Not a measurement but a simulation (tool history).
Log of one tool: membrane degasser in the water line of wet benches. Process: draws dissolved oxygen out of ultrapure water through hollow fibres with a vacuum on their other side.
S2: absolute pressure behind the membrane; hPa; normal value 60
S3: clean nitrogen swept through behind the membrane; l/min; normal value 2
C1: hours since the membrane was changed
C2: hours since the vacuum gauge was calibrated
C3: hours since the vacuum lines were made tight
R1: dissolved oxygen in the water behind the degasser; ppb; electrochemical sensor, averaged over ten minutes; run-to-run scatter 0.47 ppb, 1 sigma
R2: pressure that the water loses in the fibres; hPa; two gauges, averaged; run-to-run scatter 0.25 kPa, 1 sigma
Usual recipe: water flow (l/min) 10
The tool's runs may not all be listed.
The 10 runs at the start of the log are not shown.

run 11 day=72.721 | water_flow_(l/min)=10 S2=60 S3=2 | C1=2442 C2=489 C3=5514 | R1=35.6 R2=644.1
run 12 day=82.383 | water_flow_(l/min)=9 S2=60 S3=2 | C1=2673 C2=720 C3=5746 | R1=32.8 R2=574.1
run 13 day=88.646 | water_flow_(l/min)=9 S2=60 S3=1.83 | C1=2824 C2=871 C3=5896 | R1=34.2 R2=575.8
-- day=95.842 seals of the vacuum lines changed
run 14 day=97.342 | water_flow_(l/min)=9 S2=60 S3=1.83 | C1=3031 C2=1077 C3=36 | R1=35.4 R2=576
run 15 day=106.196 | water_flow_(l/min)=10 S2=60 S3=2 | C1=3243 C2=1290 C3=248 | R1=35.8 R2=640.2
run 16 day=115.762 | water_flow_(l/min)=10 S2=60 S3=2 | C1=3473 C2=1520 C3=478 | R1=35.7 R2=639.7
run 17 day=127.579 | water_flow_(l/min)=14 S2=60.8 S3=0.99 | C1=3756 C2=1803 C3=762 | R1=100 R2=894.8
run 18 day=132.8 | water_flow_(l/min)=9 S2=144.1 S3=1.41 | C1=3881 C2=1928 C3=887 | R1=171 R2=574.8
run 19 day=142.596 | water_flow_(l/min)=10 S2=71.8 S3=1.19 | C1=4117 C2=2164 C3=1122 | R1=80.3 R2=631.5
run 20 day=147.883 | water_flow_(l/min)=10 S2=71.8 S3=1.19 | C1=4243 C2=2290 C3=1249 | R1=81.2 R2=631.9
run 21 day=153.821 | water_flow_(l/min)=8 S2=49 S3=4.96 | C1=4386 C2=2433 C3=1392 | R1=7.5 R2=508.8
run 22 day=165.358 | water_flow_(l/min)=15 S2=60 S3=0.92 | C1=4663 C2=2710 C3=1668 | R1=114.3 R2=950
-- day=168.212 gauge calibrated
run 23 day=174.562 | water_flow_(l/min)=16 S2=60 S3=2.18 | C1=4884 C2=2931 C3=1889 | R1=59.3 R2=1039.7
run 24 day=180.679 | water_flow_(l/min)=10 S2=60 S3=1.31 | C1=5031 C2=3078 C3=2036 | R1=51.8 R2=647.5
run 25 day=188.696 | water_flow_(l/min)=11 S2=68.4 S3=3.36 | C1=5223 C2=3270 C3=2228 | R1=31.8 R2=717
-- day=197.933 vacuum gauge calibrated
run 26 day=200.304 | water_flow_(l/min)=10 S2=68.6 S3=2 | C1=5501 C2=57 C3=2507 | R1=46.6 R2=642.9
run 27 day=206.804 | water_flow_(l/min)=10 S2=46.6 S3=2 | C1=5657 C2=213 C3=2663 | R1=19.1 R2=648.1
run 28 day=213.65 | water_flow_(l/min)=10 S2=46.6 S3=2 | C1=5821 C2=377 C3=2827 | R1=19.8 R2=644.9
run 29 day=222.3 | water_flow_(l/min)=10 S2=46.6 S3=2 | C1=6029 C2=585 C3=3034 | R1=19.2 R2=644.5
run 30 day=228.825 | water_flow_(l/min)=10 S2=60 S3=0.89 | C1=6186 C2=741 C3=3191 | R1=76.2 R2=642.6
run 31 day=234.429 | water_flow_(l/min)=10 S2=56.5 S3=2.98 | C1=6320 C2=876 C3=3326 | R1=22.4 R2=645.7

Alternative continuations, all from the tool just after run 31; predict every row:
run A day=245.117 | water_flow_(l/min)=9 S2=123.3 S3=0.88 | C1=6577 C2=1132 C3=3582 | R1=? R2=?
run B day=245.117 | water_flow_(l/min)=8 S2=86.5 S3=2 | C1=6577 C2=1132 C3=3582 | R1=? R2=?
run C day=245.117 | water_flow_(l/min)=10 S2=58 S3=0.83 | C1=6577 C2=1132 C3=3582 | R1=? R2=?

run=A R1=216.4 R2=580
run=B R1=54.3 R2=517.8
run=C R1=73.9 R2=641.5
Had the tool no hidden state, the same runs would have come out as:
run=A R1=215.8 R2=586.5
run=B R1=54.1 R2=523.6
run=C R1=73.7 R2=648.7
